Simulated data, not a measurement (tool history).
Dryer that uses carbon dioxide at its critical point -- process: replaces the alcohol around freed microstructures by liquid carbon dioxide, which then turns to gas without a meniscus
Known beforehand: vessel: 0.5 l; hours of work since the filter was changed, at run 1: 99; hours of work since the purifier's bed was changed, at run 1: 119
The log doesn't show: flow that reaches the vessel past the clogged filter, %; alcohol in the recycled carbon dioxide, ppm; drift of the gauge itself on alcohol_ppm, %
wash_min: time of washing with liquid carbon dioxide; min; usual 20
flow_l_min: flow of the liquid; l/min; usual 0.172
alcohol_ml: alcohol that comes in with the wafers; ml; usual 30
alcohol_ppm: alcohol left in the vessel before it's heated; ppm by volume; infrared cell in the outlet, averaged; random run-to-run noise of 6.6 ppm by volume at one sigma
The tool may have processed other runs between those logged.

run	hour	wash_min	flow_l_min	alcohol_ml	hours of work since the filter was changed	hours of work since the purifier's bed was changed	alcohol_ppm
1	0.0	20	0.172	30	99	119	349
2	7.0	20	0.172	30	103	124	345
3	15.5	20	0.172	30	108	129	357
4	21.8	21	0.172	30	112	133	284
5	26.7	21	0.172	30	115	136	264
6	33.2	21	0.172	30	119	140	283
7	38.6	21	0.172	30	122	143	261
8	49.4	21	0.172	30	129	150	276
9	58.3	20	0.172	30	135	155	362
10	66.9	20	0.172	30	140	161	353
11	78.1	20	0.164	30	147	167	478
12	87.1	20	0.164	87	152	173	1404
13	95.2	18	0.164	87	157	178	2160
14	100.7	18	0.164	87	161	181	2231
15	110.4	20	0.123	30	167	187	1736
16	120.6	20	0.172	59	173	194	765
17	129.8	20	0.172	59	179	199	759
18	140.3	20	0.172	59	185	206	777
19	148.3	20	0.172	59	190	211	775
20	157.2	20	0.225	59	195	216	161
21	164.0	20	0.225	32	200	220	102
22	175.3	20	0.172	30	207	227	416
23	186.2	20	0.172	30	213	234	413
24	197.5	19	0.121	81	220	241	6297
25	207.7	26	0.259	24	227	247	25
26	217.7	20	0.117	24	233	253	1867
27	228.2	20	0.155	86	239	260	2040
28	233.4	13	0.124	86	242	263	17704
29	243.1	27	0.124	30	248	269	563
30	253.2	20	0.129	30	255	275	1626
31	262.7	20	0.129	52	260	281	2889
32	272.9	20	0.129	52	267	287	2784
33	281.6	20	0.129	52	272	293	2809
34	292.4	25	0.242	30	279	299	41
35	301.1	32	0.185	22	284	305	40
36	307.5	32	0.137	20	288	309	112
37	318.0	20	0.289	30	295	315	44
38	324.7	20	0.289	30	299	319	35
39	332.2	31	0.166	59	303	324	114
40	340.9	31	0.215	107	309	329	50
41	347.6	20	0.142	50	313	333	1957
42	356.7	17	0.109	75	318	339	12457
43	364.8	17	0.106	20	323	344	3510
44	371.2	17	0.106	20	327	348	3582
45	381.2	13	0.172	30	334	354	2623
46	388.0	22	0.172	36	338	358	415

Below are 5 alternative next runs, each starting from the tool's condition after run 46. Predict each:
A	394.3	20	0.236	30	342	362	?
B	394.3	22	0.128	71	342	362	?
C	394.3	13	0.111	24	342	362	?
D	394.3	17	0.228	22	342	362	?
E	394.3	29	0.172	25	342	362	?

run	alcohol_ppm
A	102
B	3055
C	6731
D	208
E	78
Had the tool no hidden state, the same runs would have come out as:
run	alcohol_ppm
A	36
B	1915
C	5319
D	98
E	24

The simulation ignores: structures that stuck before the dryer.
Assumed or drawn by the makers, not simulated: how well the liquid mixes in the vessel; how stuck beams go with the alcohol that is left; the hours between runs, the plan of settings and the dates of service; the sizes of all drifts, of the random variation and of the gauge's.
